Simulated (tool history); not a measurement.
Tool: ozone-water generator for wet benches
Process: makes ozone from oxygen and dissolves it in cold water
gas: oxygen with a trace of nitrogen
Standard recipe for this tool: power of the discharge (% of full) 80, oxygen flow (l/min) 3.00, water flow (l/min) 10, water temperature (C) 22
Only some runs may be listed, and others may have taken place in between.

| run | hour | power of the discharge (% of full) | oxygen flow (l/min) | water flow (l/min) | water temperature (C) | dissolved ozone (ppm) | ozone in the gas ahead of the water (g/m3) |
|---|---|---|---|---|---|---|---|
| 1 | 0.0 | 80 | 3.00 | 10 | 22 | 30.3 | 273.8 |
| 2 | 66.8 | 75 | 3.00 | 10 | 22 | 28.6 | 261.5 |
| 3 | 133.9 | 41 | 3.00 | 10 | 22 | 17.0 | 154.9 |
| 4 | 193.6 | 41 | 3.00 | 10 | 22 | 16.6 | 156.9 |
| 5 | 245.6 | 41 | 3.00 | 10 | 22 | 17.1 | 157.2 |
| 6 | 307.8 | 49 | 3.00 | 10 | 22 | 20.0 | 180.2 |
| 7 | 342.9 | 49 | 3.00 | 10 | 22 | 20.0 | 181.4 |
| 8 | 389.5 | 49 | 3.00 | 10 | 22 | 20.0 | 183.1 |
| 9 | 437.0 | 49 | 3.00 | 10 | 22 | 19.7 | 181.7 |
| 10 | 486.7 | 80 | 2.04 | 10 | 22 | 32.3 | 362.3 |
| 11 | 555.4 | 80 | 5.15 | 10 | 16 | 30.0 | 192.4 |
| 12 | 600.4 | 80 | 4.87 | 10 | 22 | 26.5 | 200.6 |
| 13 | 670.8 | 80 | 3.00 | 10 | 18 | 32.3 | 278.0 |
| 14 | 729.1 | 80 | 3.00 | 10 | 18 | 32.5 | 279.7 |
| 15 | 776.1 | 80 | 3.00 | 10 | 18 | 32.2 | 282.0 |
| 16 | 834.6 | 80 | 1.59 | 11 | 22 | 30.4 | 430.8 |
| 17 | 890.8 | 66 | 1.59 | 7 | 22 | 36.6 | 364.0 |
| 18 | 949.8 | 52 | 5.15 | 8 | 22 | 20.4 | 133.8 |
| 19 | 1005.0 | 80 | 2.27 | 7 | 22 | 40.6 | 338.5 |
| 20 | 1046.4 | 49 | 2.49 | 13 | 24 | 16.4 | 209.0 |

Here are 5 independent what-if runs from the current tool condition. What would each one return?
| A | 1081.7 | 49 | 3.61 | 14 | 24 | ? | ? |
| B | 1081.7 | 83 | 3.00 | 11 | 20 | ? | ? |
| C | 1081.7 | 54 | 4.13 | 13 | 16 | ? | ? |
| D | 1081.7 | 49 | 1.70 | 13 | 16 | ? | ? |
| E | 1081.7 | 73 | 3.00 | 14 | 20 | ? | ? |

| run | dissolved ozone (ppm) | ozone in the gas ahead of the water (g/m3) |
|---|---|---|
| A | 14.5 | 161.8 |
| B | 30.1 | 290.7 |
| C | 18.6 | 160.4 |
| D | 18.1 | 269.6 |
| E | 22.6 | 258.7 |
The same runs, with their run-to-run variation unchanged, on a tool lacking any hidden condition would have given:
| run | dissolved ozone (ppm) | ozone in the gas ahead of the water (g/m3) |
|---|---|---|
| A | 14.5 | 159.4 |
| B | 30.2 | 286.3 |
| C | 18.7 | 157.9 |
| D | 18.1 | 265.5 |
| E | 22.6 | 254.8 |
